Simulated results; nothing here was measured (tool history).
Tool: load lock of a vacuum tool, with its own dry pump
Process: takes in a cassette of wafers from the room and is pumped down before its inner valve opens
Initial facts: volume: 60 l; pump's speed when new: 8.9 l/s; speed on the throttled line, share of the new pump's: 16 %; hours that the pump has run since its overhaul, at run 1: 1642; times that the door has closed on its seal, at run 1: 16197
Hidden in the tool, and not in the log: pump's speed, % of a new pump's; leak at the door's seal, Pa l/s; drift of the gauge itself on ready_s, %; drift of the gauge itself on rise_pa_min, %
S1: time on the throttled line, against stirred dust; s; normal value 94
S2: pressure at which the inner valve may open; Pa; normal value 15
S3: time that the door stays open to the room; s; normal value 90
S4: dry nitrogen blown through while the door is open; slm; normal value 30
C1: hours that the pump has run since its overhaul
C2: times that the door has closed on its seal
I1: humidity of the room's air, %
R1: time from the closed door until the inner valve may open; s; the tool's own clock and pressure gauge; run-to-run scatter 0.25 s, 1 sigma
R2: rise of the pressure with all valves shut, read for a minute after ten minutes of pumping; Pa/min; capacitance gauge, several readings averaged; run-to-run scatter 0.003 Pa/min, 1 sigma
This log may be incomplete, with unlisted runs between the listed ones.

{"run": 1, "hour": 0.0, "S1": 94, "S2": 15, "S3": 90, "S4": 30, "C1": 1642, "C2": 16197, "I1": 46.1, "R1": 140, "R2": 0.09}
{"run": 2, "hour": 155.5, "S1": 94, "S2": 15, "S3": 116, "S4": 30, "C1": 1797, "C2": 16834, "I1": 44.9, "R1": 140.2, "R2": 0.094}
{"run": 3, "hour": 363.6, "S1": 94, "S2": 15, "S3": 116, "S4": 30, "C1": 2005, "C2": 17687, "I1": 47, "R1": 140.1, "R2": 0.099}
{"run": 4, "hour": 493.0, "S1": 94, "S2": 15, "S3": 116, "S4": 30, "C1": 2135, "C2": 18217, "I1": 42.9, "R1": 140, "R2": 0.106}
{"run": 5, "hour": 615.2, "S1": 94, "S2": 15, "S3": 116, "S4": 30, "C1": 2257, "C2": 18718, "I1": 44.3, "R1": 139.9, "R2": 0.106}
{"run": 6, "hour": 812.0, "S1": 94, "S2": 15, "S3": 161, "S4": 30, "C1": 2454, "C2": 19524, "I1": 46.1, "R1": 140.2, "R2": 0.12}
{"run": 7, "hour": 990.6, "S1": 94, "S2": 15, "S3": 90, "S4": 42, "C1": 2632, "C2": 20256, "I1": 46.7, "R1": 140.2, "R2": 0.111}
{"run": 8, "hour": 1081.6, "S1": 94, "S2": 15, "S3": 90, "S4": 42, "C1": 2723, "C2": 20629, "I1": 41.8, "R1": 140.2, "R2": 0.118}
{"run": 9, "hour": 1272.0, "S1": 94, "S2": 15, "S3": 90, "S4": 30, "C1": 2914, "C2": 21409, "I1": 45.9, "R1": 140.8, "R2": 0.121}
{"run": 10, "hour": 1428.2, "S1": 94, "S2": 15, "S3": 90, "S4": 30, "C1": 3070, "C2": 22049, "I1": 43.7, "R1": 140.6, "R2": 0.126}
{"run": 11, "hour": 1572.3, "S1": 94, "S2": 15, "S3": 90, "S4": 30, "C1": 3214, "C2": 22640, "I1": 46.1, "R1": 141.1, "R2": 0.137}
{"run": 12, "hour": 1778.4, "S1": 94, "S2": 18, "S3": 77, "S4": 30, "C1": 3420, "C2": 23484, "I1": 43.9, "R1": 139.3, "R2": 0.136}
{"run": 13, "hour": 1942.2, "S1": 79, "S2": 15, "S3": 129, "S4": 35, "C1": 3584, "C2": 24155, "I1": 45.6, "R1": 128.3, "R2": 0.143}
{"run": 14, "hour": 2131.2, "S1": 100, "S2": 15, "S3": 90, "S4": 45, "C1": 3773, "C2": 24930, "I1": 44, "R1": 145.4, "R2": 0.147}
{"run": 15, "hour": 2289.0, "S1": 96, "S2": 11, "S3": 90, "S4": 6, "C1": 3931, "C2": 25577, "I1": 48.4, "R1": 144.9, "R2": 0.166}
{"run": 16, "hour": 2401.4, "S1": 94, "S2": 14, "S3": 47, "S4": 30, "C1": 4043, "C2": 26037, "I1": 48.3, "R1": 141, "R2": 0.148}
{"run": 17, "hour": 2536.6, "S1": 94, "S2": 14, "S3": 47, "S4": 30, "C1": 4178, "C2": 26591, "I1": 42.4, "R1": 141.2, "R2": 0.148}
{"run": 18, "hour": 2748.5, "S1": 58, "S2": 15, "S3": 144, "S4": 30, "C1": 4390, "C2": 27459, "I1": 45.9, "R1": 111.2, "R2": 0.167}
{"run": 19, "hour": 2942.3, "S1": 94, "S2": 18, "S3": 48, "S4": 30, "C1": 4584, "C2": 28253, "I1": 40.7, "R1": 139.9, "R2": 0.165}
{"run": 20, "hour": 3031.3, "S1": 94, "S2": 18, "S3": 48, "S4": 30, "C1": 4673, "C2": 28618, "I1": 44.4, "R1": 140.1, "R2": 0.172}
{"run": 21, "hour": 3194.0, "S1": 94, "S2": 18, "S3": 48, "S4": 30, "C1": 4836, "C2": 29285, "I1": 44.8, "R1": 139.9, "R2": 0.179}
{"run": 22, "hour": 3386.3, "S1": 94, "S2": 18, "S3": 48, "S4": 30, "C1": 5028, "C2": 30073, "I1": 48.3, "R1": 140.1, "R2": 0.19}

Here are 4 independent what-if runs from the current tool condition. What would each one return?
{"run": "A", "hour": 3584.5, "S1": 94, "S2": 10, "S3": 90, "S4": 30, "C1": 5226, "C2": 30885, "I1": 45.1, "R1": "?", "R2": "?"}
{"run": "B", "hour": 3584.5, "S1": 94, "S2": 13, "S3": 30, "S4": 6, "C1": 5226, "C2": 30885, "I1": 45.5, "R1": "?", "R2": "?"}
{"run": "C", "hour": 3584.5, "S1": 96, "S2": 19, "S3": 128, "S4": 30, "C1": 5226, "C2": 30885, "I1": 41.3, "R1": "?", "R2": "?"}
{"run": "D", "hour": 3584.5, "S1": 75, "S2": 12, "S3": 120, "S4": 30, "C1": 5226, "C2": 30885, "I1": 45.4, "R1": "?", "R2": "?"}

run=A R1=144.7 R2=0.194
run=B R1=143 R2=0.195
run=C R1=141.9 R2=0.189
run=D R1=127.7 R2=0.193
Stripped of hidden state, with their random variation kept, the same runs would have yielded:
run=A R1=141.3 R2=0.017
run=B R1=139.7 R2=0.016
run=C R1=138.8 R2=0.013
run=D R1=124.1 R2=0.016

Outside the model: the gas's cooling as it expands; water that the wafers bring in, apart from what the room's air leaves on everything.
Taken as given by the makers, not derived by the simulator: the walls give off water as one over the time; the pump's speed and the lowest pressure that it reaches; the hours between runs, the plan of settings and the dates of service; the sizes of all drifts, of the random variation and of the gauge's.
